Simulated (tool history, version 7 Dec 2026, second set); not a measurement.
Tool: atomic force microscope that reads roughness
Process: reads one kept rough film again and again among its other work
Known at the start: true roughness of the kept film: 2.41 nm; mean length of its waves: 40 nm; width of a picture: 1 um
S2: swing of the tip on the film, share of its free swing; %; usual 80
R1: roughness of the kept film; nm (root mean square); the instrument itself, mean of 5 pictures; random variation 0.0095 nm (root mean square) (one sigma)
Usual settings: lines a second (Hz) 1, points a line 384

Run 1, hour 0: usual settings. Result: R1 2.041 nm (root mean square).
Run 2, hour 15.1: usual settings. Result: R1 1.997 nm (root mean square).
Run 3, hour 30.3: usual settings. Result: R1 1.978 nm (root mean square).
Run 4, hour 39.3: usual settings. Result: R1 1.94 nm (root mean square).
Run 5, hour 54.3: usual settings but lines a second (Hz) 0.66. Result: R1 1.954 nm (root mean square).
Run 6, hour 69.2: usual settings but S2 76 %. Result: R1 1.928 nm (root mean square).
Run 7, hour 79.4: usual settings but points a line 263. Result: R1 1.875 nm (root mean square).
At hour 86.8: new tip fitted.
Run 8, hour 87.1: usual settings but points a line 739. Result: R1 2.164 nm (root mean square).
Run 9, hour 96.3: usual settings but points a line 459. Result: R1 2.142 nm (root mean square).
Run 10, hour 111: usual settings. Result: R1 2.091 nm (root mean square).
Run 11, hour 122.1: usual settings. Result: R1 2.064 nm (root mean square).
Run 12, hour 136.4: usual settings. Result: R1 2.042 nm (root mean square).
Run 13, hour 144.5: usual settings but S2 61 %. Result: R1 2.086 nm (root mean square).
Run 14, hour 153.9: usual settings but S2 61 %. Result: R1 2.088 nm (root mean square).
Run 15, hour 163.6: usual settings but lines a second (Hz) 0.93, S2 75 %, points a line 309. Result: R1 2.003 nm (root mean square).
Run 16, hour 171.9: usual settings but lines a second (Hz) 0.93, S2 75 %, points a line 309. Result: R1 2 nm (root mean square).
Run 17, hour 182.8: usual settings but lines a second (Hz) 1.38, S2 56 %, points a line 520. Result: R1 2.02 nm (root mean square).
Run 18, hour 197.4: usual settings but S2 62 %, points a line 308. Result: R1 2.001 nm (root mean square).
Run 19, hour 204.9: usual settings but S2 62 %, points a line 308. Result: R1 1.968 nm (root mean square).
Run 20, hour 211.5: usual settings but lines a second (Hz) 1.46, S2 62 %, points a line 277. Result: R1 1.941 nm (root mean square).
Run 21, hour 226: usual settings but lines a second (Hz) 1.46, S2 62 %, points a line 277. Result: R1 1.9 nm (root mean square).
At hour 239.2: new tip fitted.
Run 22, hour 239.8: usual settings but lines a second (Hz) 0.66, S2 58 %. Result: R1 2.225 nm (root mean square).
Run 23, hour 246.4: usual settings but S2 59 %. Result: R1 2.193 nm (root mean square).
Run 24, hour 258.7: usual settings but S2 59 %, points a line 377. Result: R1 2.199 nm (root mean square).
Run 25, hour 273.7: usual settings but lines a second (Hz) 0.73. Result: R1 2.115 nm (root mean square).
Run 26, hour 286.6: usual settings but lines a second (Hz) 0.73. Result: R1 2.107 nm (root mean square).
Run 27, hour 297.3: usual settings but lines a second (Hz) 0.73, points a line 957. Result: R1 2.064 nm (root mean square).

The same runs without the tool's hidden state, with the same run-to-run variation:
The hidden state here: radius of the tip, nm; height scale over the true one, %; drift of the gauge itself on roughness_nm, %.
run     R1
  1  2.164
  2  2.147
  3   2.16
  4  2.136
  5  2.184
  6  2.184
  7  2.142
  8  2.168
  9  2.165
 10  2.148
 11  2.145
 12  2.155
 13  2.219
 14  2.239
 15   2.17
 16  2.185
 17  2.228
 18  2.236
 19  2.213
 20  2.196
 21  2.178
 22   2.23
 23  2.212
 24  2.246
 25  2.193
 26  2.211
 27  2.188
